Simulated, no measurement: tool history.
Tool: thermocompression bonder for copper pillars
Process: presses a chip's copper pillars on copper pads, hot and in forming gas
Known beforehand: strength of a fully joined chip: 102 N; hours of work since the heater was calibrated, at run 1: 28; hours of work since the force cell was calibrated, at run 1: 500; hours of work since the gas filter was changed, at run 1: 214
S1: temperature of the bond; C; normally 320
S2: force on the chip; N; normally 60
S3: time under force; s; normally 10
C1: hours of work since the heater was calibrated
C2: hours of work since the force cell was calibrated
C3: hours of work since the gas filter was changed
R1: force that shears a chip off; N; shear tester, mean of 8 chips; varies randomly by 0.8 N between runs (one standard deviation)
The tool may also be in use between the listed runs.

run	hour	S1	S2	S3	C1	C2	C3	R1
1	0	320	60	10	28	500	214	60.2
2	18.7	320	60	10	41	513	227	58.2
3	32.8	320	60	8	51	523	237	54.8
4	54.1	320	60	10	66	538	252	59.8
5	71.8	320	60	10	79	551	265	58.4
6	82.8	337	60	10	87	559	272	68.4
7	94.2	290	60	10	95	567	281	40
8	108.1	290	71	10	105	577	290	45.4
9	120	290	71	10	113	585	299	45.6
10	136.9	290	71	10	125	597	311	45.5
11	157.7	290	71	7	140	612	326	39.1
12	169.6	320	62	10	148	620	334	57
13	190.3	320	62	10	163	635	349	59
14	204	320	62	10	173	645	359	57.3
15	216.1	304	38	8	182	654	367	31.6
16	237.4	317	55	19	197	669	382	61.6
17	246.6	317	55	19	203	675	389	64.7
18	264.4	320	38	29	216	688	402	59.9
19	283.8	307	38	24	230	702	415	48.8
# hour 289.7: forming gas filter changed
20	302.6	307	38	24	243	715	9	52.2
21	321.9	307	38	24	256	728	23	51.8
22	338.2	306	76	6	268	740	34	49.3
23	348.5	320	60	5	275	747	42	46.5
24	364.9	299	49	24	287	759	53	54.9
25	381.3	299	49	24	299	771	65	53.5
26	398.9	319	59	26	311	783	78	75.2
27	415	337	42	7	323	795	89	50.6
28	434.3	342	38	30	336	808	103	74.5

Below, each run's measurement less what the same run would have read without the hidden state. Both values contain the same run-to-run variation, but the gauge's scatter may not be the same in both:
The hidden state here: true temperature of the bond over the reading, C; force that reaches the chip, % of what is set; oxide that the forming gas leaves, % of the face; drift of the gauge itself on shear_n, %.
run	R1
1	-3.1
2	-3.3
3	-3.3
4	-3.7
5	-3.9
6	-4.6
7	-3.1
8	-3.5
9	-3.7
10	-3.8
11	-3.6
12	-5
13	-5.4
14	-5.4
15	-3.4
16	-6.1
17	-6.4
18	-6.3
19	-5.7
20	-2.3
21	-2.6
22	-2.6
23	-2.7
24	-3.1
25	-3.2
26	-3.5
27	-3.4
28	-3.9
